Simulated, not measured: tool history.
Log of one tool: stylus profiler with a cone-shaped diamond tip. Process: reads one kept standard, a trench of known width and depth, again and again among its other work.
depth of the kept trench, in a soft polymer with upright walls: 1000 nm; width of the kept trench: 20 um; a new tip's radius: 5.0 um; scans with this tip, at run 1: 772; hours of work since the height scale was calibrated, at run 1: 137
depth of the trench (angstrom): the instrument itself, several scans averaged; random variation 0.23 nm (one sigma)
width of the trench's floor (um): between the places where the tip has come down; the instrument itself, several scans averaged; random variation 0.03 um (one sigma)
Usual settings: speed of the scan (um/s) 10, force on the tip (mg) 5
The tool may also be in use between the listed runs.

run    hour  speed of the scan (um/s)  force on the tip (mg)  scans with this tip  hours of work since the height scale was calibrated  depth of the trench (angstrom)  width of the trench's floor (um)
  1       0                        10                      5                  772                                                  137                         10229.3                             13.61
  2   112.8                        10                      5                 1078                                                  191                         10235.1                             13.45
  3   216.4                        10                      5                 1359                                                  241                         10234.1                             13.31
  4   312.6                        10                      5                 1620                                                  287                         10231.9                             13.22
  5     432                        10                      5                 1944                                                  345                           10232                             13.02
  6   520.2                        10                      5                 2183                                                  387                         10234.4                             12.89
  7   613.1                        10                      5                 2435                                                  432                           10236                             12.86
  8   718.1                        10                      5                 2720                                                  482                         10237.2                             12.71
  9   792.3                        10                      5                 2921                                                  518                         10235.5                              12.6
      801.4  -- height scale calibrated on a step standard
 10   865.2                        10                   7.92                 3117                                                   31                         10320.7                              12.5
 11   921.6                         9                   7.92                 3270                                                   58                         10324.8                             12.44
 12  1003.4                        12                   4.83                 3492                                                   97                         10238.4                             12.41
 13  1078.4                         2                    7.6                 3695                                                  133                         10317.8                             12.28
 14  1175.6                         7                   2.46                 3959                                                  180                         10157.8                             12.15
 15  1259.8                         9                   4.69                 4187                                                  220                         10234.9                             12.01
 16  1371.6                        34                   1.98                 4491                                                  274                         10139.4                             11.83
     1439.9  -- height scale calibrated on a step standard, once more
 17  1466.4                        13                   6.72                 4746                                                   13                         10274.3                              11.8
 18  1528.9                        22                   3.19                 4916                                                   43                         10167.5                             11.72
 19  1611.1                        22                   3.19                 5139                                                   82                         10169.1                              11.6

Forecast run 20:
 20  1707.3                        22                   3.19                 5400                                                  129                               ?                                 ?

{"run 20": {"depth of the trench (angstrom)": 10168.6, "width of the trench's floor (um)": 11.52}}
Without the tool's hidden state the same run would have given depth of the trench (angstrom) 10168.3, width of the trench's floor (um) 13.95.
